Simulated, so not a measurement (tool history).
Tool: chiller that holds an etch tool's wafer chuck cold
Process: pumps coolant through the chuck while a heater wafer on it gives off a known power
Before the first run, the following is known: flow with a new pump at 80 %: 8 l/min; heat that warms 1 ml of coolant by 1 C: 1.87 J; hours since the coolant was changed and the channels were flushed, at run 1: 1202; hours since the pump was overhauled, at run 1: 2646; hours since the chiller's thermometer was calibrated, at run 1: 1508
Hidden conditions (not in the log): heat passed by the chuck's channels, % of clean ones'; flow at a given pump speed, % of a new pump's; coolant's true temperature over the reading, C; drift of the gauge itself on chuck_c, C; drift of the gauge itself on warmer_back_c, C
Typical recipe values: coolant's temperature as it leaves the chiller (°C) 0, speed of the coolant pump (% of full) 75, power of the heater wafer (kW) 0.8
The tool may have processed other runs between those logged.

| run | hour | coolant's temperature as it leaves the chiller (°C) | speed of the coolant pump (% of full) | power of the heater wafer (kW) | hours since the coolant was changed and the channels were flushed | hours since the pump was overhauled | hours since the chiller's thermometer was calibrated | chuck's temperature once it has settled (°C) | how much warmer the coolant comes back (C) |
|---|---|---|---|---|---|---|---|---|---|
| 1 | 0 | 0 | 75 | 0.8 | 1202 | 2646 | 1508 | 10.6 | 3.47 |
| 2 | 70.5 | 0 | 75 | 0.8 | 1273 | 2717 | 1578 | 10.8 | 3.39 |
| 3 | 143.6 | 0 | 75 | 0.8 | 1346 | 2790 | 1651 | 10.8 | 3.34 |
| 4 | 197.9 | 0 | 75 | 0.8 | 1400 | 2844 | 1706 | 10.7 | 3.34 |
| 5 | 251.4 | 0 | 75 | 0.8 | 1454 | 2898 | 1759 | 10.7 | 3.32 |
| 6 | 318.4 | -4 | 75 | 0.8 | 1520 | 2965 | 1826 | 7 | 3.27 |
| 7 | 356.5 | -4 | 75 | 0.8 | 1559 | 3003 | 1864 | 6.6 | 3.21 |
| 8 | 391.6 | 0 | 75 | 0.8 | 1594 | 3038 | 1899 | 10.8 | 3.23 |
| 9 | 457.3 | 0 | 75 | 0.8 | 1659 | 3104 | 1965 | 10.5 | 3.24 |
| 10 | 507.8 | 0 | 68 | 0.8 | 1710 | 3154 | 2016 | 11.4 | 3.55 |
| 11 | 540.3 | 0 | 75 | 0.541 | 1742 | 3187 | 2048 | 7.2 | 2.03 |
| 12 | 579.4 | 0 | 75 | 0.541 | 1782 | 3226 | 2087 | 7.1 | 2.05 |
| 13 | 613.7 | 0 | 75 | 0.541 | 1816 | 3260 | 2121 | 7.2 | 2.03 |
| 14 | 649.3 | 0 | 75 | 0.836 | 1851 | 3296 | 2157 | 11.1 | 3.23 |
| 15 | 703 | 0 | 75 | 0.836 | 1905 | 3349 | 2211 | 11.3 | 3.18 |
| 16 | 742.2 | -1 | 64 | 0.836 | 1944 | 3388 | 2250 | 11.2 | 3.81 |
| 17 | 805.7 | 1 | 74 | 1.142 | 2008 | 3452 | 2313 | 16.4 | 4.57 |
|  | 833.8 | gauge calibrated |
| 18 | 843.8 | 1 | 74 | 0.441 | 2046 | 3490 | 2352 | 7.1 | 1.88 |
| 19 | 889.4 | 5 | 63 | 0.428 | 2091 | 3536 | 2397 | 11.4 | 2.14 |
| 20 | 933.8 | 5 | 63 | 0.428 | 2136 | 3580 | 2441 | 11.3 | 2.14 |
| 21 | 974.5 | 5 | 63 | 0.428 | 2177 | 3621 | 2482 | 11.3 | 2.13 |
| 22 | 1023.2 | -1 | 62 | 0.616 | 2225 | 3669 | 2531 | 8.1 | 3.06 |
| 23 | 1079.7 | -1 | 62 | 0.616 | 2282 | 3726 | 2587 | 8.1 | 3.05 |
| 24 | 1143.6 | -7 | 75 | 0.569 | 2346 | 3790 | 2651 | 0.7 | 2.3 |
| 25 | 1198 | 0 | 75 | 1.151 | 2400 | 3844 | 2706 | 15.5 | 4.75 |
| 26 | 1273.6 | 4 | 82 | 0.696 | 2476 | 3920 | 2781 | 12.9 | 2.48 |
| 27 | 1333.9 | 0 | 97 | 0.8 | 2536 | 3980 | 2842 | 9.3 | 2.42 |

Each row is a separate what-if for the run after 27, all from the same tool condition, not one after another. Results?
| A | 1388.3 | 8 | 64 | 1.189 | 2590 | 4035 | 2896 | ? | ? |
| B | 1388.3 | 2 | 62 | 0.556 | 2590 | 4035 | 2896 | ? | ? |
| C | 1388.3 | 0 | 86 | 0.8 | 2590 | 4035 | 2896 | ? | ? |
| D | 1388.3 | 8 | 89 | 0.527 | 2590 | 4035 | 2896 | ? | ? |

| run | chuck's temperature once it has settled (°C) | how much warmer the coolant comes back (C) |
|---|---|---|
| A | 25.5 | 5.72 |
| B | 10.2 | 2.57 |
| C | 10.2 | 2.71 |
| D | 14.6 | 1.62 |
Stripped of hidden state, with their random variation kept, the same runs would have yielded:
| run | chuck's temperature once it has settled (°C) | how much warmer the coolant comes back (C) |
|---|---|---|
| A | 25.5 | 6 |
| B | 10.2 | 2.85 |
| C | 10.2 | 2.99 |
| D | 14.6 | 1.9 |
